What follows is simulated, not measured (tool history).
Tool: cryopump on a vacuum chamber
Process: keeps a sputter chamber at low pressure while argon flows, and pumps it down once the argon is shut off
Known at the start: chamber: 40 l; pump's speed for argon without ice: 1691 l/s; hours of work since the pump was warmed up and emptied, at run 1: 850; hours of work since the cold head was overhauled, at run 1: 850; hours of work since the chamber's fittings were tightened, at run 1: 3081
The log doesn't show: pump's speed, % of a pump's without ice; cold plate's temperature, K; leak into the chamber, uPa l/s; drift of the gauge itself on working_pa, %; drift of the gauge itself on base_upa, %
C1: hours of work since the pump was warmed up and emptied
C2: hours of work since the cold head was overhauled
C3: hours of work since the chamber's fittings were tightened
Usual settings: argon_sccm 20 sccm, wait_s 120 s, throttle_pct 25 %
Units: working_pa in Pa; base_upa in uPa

run 1 hour=0.0 | argon_sccm=20 wait_s=120 throttle_pct=25 | C1=850 C2=850 C3=3081 | working_pa=0.0859 base_upa=2.59
run 2 hour=16.9 | argon_sccm=20 wait_s=120 throttle_pct=25 | C1=862 C2=862 C3=3093 | working_pa=0.0870 base_upa=2.56
-- hour=44.4 pump warmed up, emptied and cooled again
run 3 hour=52.4 | argon_sccm=20 wait_s=120 throttle_pct=49 | C1=6 C2=884 C3=3114 | working_pa=0.0408 base_upa=2.11
run 4 hour=80.5 | argon_sccm=20 wait_s=120 throttle_pct=49 | C1=25 C2=904 C3=3134 | working_pa=0.0413 base_upa=2.16
run 5 hour=106.9 | argon_sccm=20 wait_s=120 throttle_pct=43 | C1=44 C2=922 C3=3153 | working_pa=0.0469 base_upa=2.25
run 6 hour=125.7 | argon_sccm=20 wait_s=120 throttle_pct=43 | C1=57 C2=936 C3=3166 | working_pa=0.0470 base_upa=2.23
run 7 hour=145.3 | argon_sccm=20 wait_s=120 throttle_pct=43 | C1=71 C2=949 C3=3180 | working_pa=0.0473 base_upa=2.18
run 8 hour=158.6 | argon_sccm=20 wait_s=120 throttle_pct=43 | C1=81 C2=959 C3=3189 | working_pa=0.0473 base_upa=2.21
run 9 hour=174.0 | argon_sccm=20 wait_s=120 throttle_pct=47 | C1=91 C2=970 C3=3200 | working_pa=0.0435 base_upa=2.29
run 10 hour=191.9 | argon_sccm=22 wait_s=120 throttle_pct=25 | C1=104 C2=982 C3=3213 | working_pa=0.0891 base_upa=2.29
run 11 hour=214.2 | argon_sccm=22 wait_s=120 throttle_pct=25 | C1=120 C2=998 C3=3229 | working_pa=0.0889 base_upa=2.25
run 12 hour=229.9 | argon_sccm=22 wait_s=120 throttle_pct=25 | C1=131 C2=1009 C3=3240 | working_pa=0.0891 base_upa=2.25
run 13 hour=259.0 | argon_sccm=22 wait_s=120 throttle_pct=25 | C1=152 C2=1030 C3=3260 | working_pa=0.0890 base_upa=2.23
run 14 hour=271.6 | argon_sccm=22 wait_s=120 throttle_pct=25 | C1=160 C2=1039 C3=3269 | working_pa=0.0893 base_upa=2.21
run 15 hour=288.1 | argon_sccm=22 wait_s=120 throttle_pct=25 | C1=172 C2=1050 C3=3281 | working_pa=0.0892 base_upa=2.31
run 16 hour=314.7 | argon_sccm=20 wait_s=150 throttle_pct=25 | C1=191 C2=1069 C3=3300 | working_pa=0.0816 base_upa=2.18
run 17 hour=340.7 | argon_sccm=20 wait_s=150 throttle_pct=25 | C1=209 C2=1087 C3=3318 | working_pa=0.0813 base_upa=2.16
run 18 hour=364.1 | argon_sccm=20 wait_s=150 throttle_pct=25 | C1=226 C2=1104 C3=3335 | working_pa=0.0810 base_upa=2.22
run 19 hour=384.5 | argon_sccm=31 wait_s=29 throttle_pct=25 | C1=240 C2=1118 C3=3349 | working_pa=0.1265 base_upa=4.77
run 20 hour=414.4 | argon_sccm=35 wait_s=39 throttle_pct=25 | C1=261 C2=1139 C3=3370 | working_pa=0.1431 base_upa=3.90
run 21 hour=436.1 | argon_sccm=13 wait_s=120 throttle_pct=25 | C1=277 C2=1155 C3=3385 | working_pa=0.0529 base_upa=2.33
run 22 hour=465.0 | argon_sccm=13 wait_s=120 throttle_pct=25 | C1=297 C2=1175 C3=3406 | working_pa=0.0538 base_upa=2.39
run 23 hour=488.3 | argon_sccm=13 wait_s=74 throttle_pct=17 | C1=313 C2=1192 C3=3422 | working_pa=0.0777 base_upa=2.94
run 24 hour=514.8 | argon_sccm=14 wait_s=69 throttle_pct=33 | C1=332 C2=1210 C3=3441 | working_pa=0.0440 base_upa=2.97
run 25 hour=530.3 | argon_sccm=9 wait_s=69 throttle_pct=33 | C1=343 C2=1221 C3=3452 | working_pa=0.0279 base_upa=2.96
run 26 hour=560.4 | argon_sccm=18 wait_s=23 throttle_pct=58 | C1=364 C2=1242 C3=3473 | working_pa=0.0335 base_upa=5.61
run 27 hour=588.6 | argon_sccm=18 wait_s=225 throttle_pct=42 | C1=384 C2=1262 C3=3493 | working_pa=0.0454 base_upa=2.15
run 28 hour=607.3 | argon_sccm=14 wait_s=225 throttle_pct=42 | C1=397 C2=1276 C3=3506 | working_pa=0.0349 base_upa=2.16
run 29 hour=638.0 | argon_sccm=14 wait_s=225 throttle_pct=42 | C1=419 C2=1297 C3=3528 | working_pa=0.0353 base_upa=2.18
run 30 hour=652.8 | argon_sccm=12 wait_s=225 throttle_pct=33 | C1=430 C2=1308 C3=3538 | working_pa=0.0382 base_upa=2.17
run 31 hour=671.0 | argon_sccm=12 wait_s=225 throttle_pct=33 | C1=442 C2=1321 C3=3551 | working_pa=0.0382 base_upa=2.20
run 32 hour=697.5 | argon_sccm=29 wait_s=30 throttle_pct=27 | C1=461 C2=1339 C3=3570 | working_pa=0.1120 base_upa=4.64
run 33 hour=714.3 | argon_sccm=15 wait_s=88 throttle_pct=34 | C1=473 C2=1351 C3=3582 | working_pa=0.0459 base_upa=2.86
run 34 hour=739.3 | argon_sccm=38 wait_s=229 throttle_pct=25 | C1=491 C2=1369 C3=3599 | working_pa=0.1583 base_upa=2.23
run 35 hour=755.6 | argon_sccm=39 wait_s=229 throttle_pct=32 | C1=502 C2=1380 C3=3611 | working_pa=0.1289 base_upa=2.23

3 ways to go on from here, each from the tool as it stands after run 35. What would each give?
run A hour=771.8 | argon_sccm=26 wait_s=213 throttle_pct=17 | C1=514 C2=1392 C3=3622 | working_pa=? base_upa=?
run B hour=771.8 | argon_sccm=31 wait_s=229 throttle_pct=32 | C1=514 C2=1392 C3=3622 | working_pa=? base_upa=?
run C hour=771.8 | argon_sccm=39 wait_s=83 throttle_pct=32 | C1=514 C2=1392 C3=3622 | working_pa=? base_upa=?

run=A working_pa=0.1576 base_upa=2.28
run=B working_pa=0.1020 base_upa=2.27
run=C working_pa=0.1281 base_upa=2.83
Without the tool's hidden state the same runs would have given:
run=A working_pa=0.1532 base_upa=0.60
run=B working_pa=0.0969 base_upa=0.57
run=C working_pa=0.1217 base_upa=1.18

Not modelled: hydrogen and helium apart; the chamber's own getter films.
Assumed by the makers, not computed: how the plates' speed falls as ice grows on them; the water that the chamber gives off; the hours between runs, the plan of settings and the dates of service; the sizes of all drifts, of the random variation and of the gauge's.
